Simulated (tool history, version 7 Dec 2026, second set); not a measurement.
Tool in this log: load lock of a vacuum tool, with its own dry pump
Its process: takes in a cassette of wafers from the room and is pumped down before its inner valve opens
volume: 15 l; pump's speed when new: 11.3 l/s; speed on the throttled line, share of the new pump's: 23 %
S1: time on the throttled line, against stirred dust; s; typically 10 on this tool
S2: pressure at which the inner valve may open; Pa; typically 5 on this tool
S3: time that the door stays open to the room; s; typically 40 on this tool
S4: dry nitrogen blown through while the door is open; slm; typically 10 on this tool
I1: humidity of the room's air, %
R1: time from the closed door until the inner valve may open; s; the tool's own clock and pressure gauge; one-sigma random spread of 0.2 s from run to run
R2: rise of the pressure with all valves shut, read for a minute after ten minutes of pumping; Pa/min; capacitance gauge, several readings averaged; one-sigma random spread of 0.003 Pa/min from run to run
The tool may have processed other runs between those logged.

run 1 hour=0.0 | S1=10 S2=5 S3=40 S4=10 | I1=46.7 | R1=21.8 R2=0.132
run 2 hour=328.3 | S1=10 S2=5 S3=40 S4=10 | I1=42.0 | R1=22.3 R2=0.128
run 3 hour=751.9 | S1=10 S2=5 S3=40 S4=10 | I1=46.1 | R1=22.4 R2=0.147
run 4 hour=1061.1 | S1=11 S2=5 S3=40 S4=10 | I1=47.0 | R1=23.0 R2=0.163
run 5 hour=1466.7 | S1=10 S2=5 S3=40 S4=6 | I1=43.4 | R1=22.3 R2=0.170
run 6 hour=1839.1 | S1=7 S2=5 S3=40 S4=10 | I1=41.9 | R1=20.2 R2=0.175
run 7 hour=2284.3 | S1=10 S2=5 S3=40 S4=10 | I1=45.6 | R1=22.5 R2=0.189
run 8 hour=2604.6 | S1=10 S2=5 S3=81 S4=7 | I1=47.0 | R1=22.1 R2=0.215
run 9 hour=3079.9 | S1=10 S2=8 S3=217 S4=10 | I1=47.6 | R1=21.7 R2=0.251
run 10 hour=3468.0 | S1=17 S2=8 S3=217 S4=10 | I1=47.2 | R1=27.3 R2=0.262
run 11 hour=3971.2 | S1=6 S2=9 S3=40 S4=22 | I1=44.7 | R1=18.9 R2=0.247
run 12 hour=4371.4 | S1=15 S2=8 S3=40 S4=5 | I1=46.0 | R1=25.6 R2=0.280
run 13 hour=4595.4 | S1=15 S2=8 S3=40 S4=5 | I1=44.8 | R1=26.0 R2=0.289
run 14 hour=5038.1 | S1=15 S2=8 S3=40 S4=5 | I1=42.5 | R1=26.0 R2=0.303

Some steps in R1 between neighbouring runs. How much of each would the tool show without its hidden state too (settings, what came in, random variation), and how much is left for the hidden state, with any gauge scatter that isn't in both results?
Hidden conditions of the tool in this case: pump's speed, % of a new pump's; leak at the door's seal, Pa l/s; drift of the gauge itself on ready_s, %; drift of the gauge itself on rise_pa_min, %.
Run 10 -> 11: S1 17 -> 6, S2 8 -> 9, S3 217 -> 40, S4 10 -> 22. R1 -8.4 s: hidden state +0.5, all else -8.9.

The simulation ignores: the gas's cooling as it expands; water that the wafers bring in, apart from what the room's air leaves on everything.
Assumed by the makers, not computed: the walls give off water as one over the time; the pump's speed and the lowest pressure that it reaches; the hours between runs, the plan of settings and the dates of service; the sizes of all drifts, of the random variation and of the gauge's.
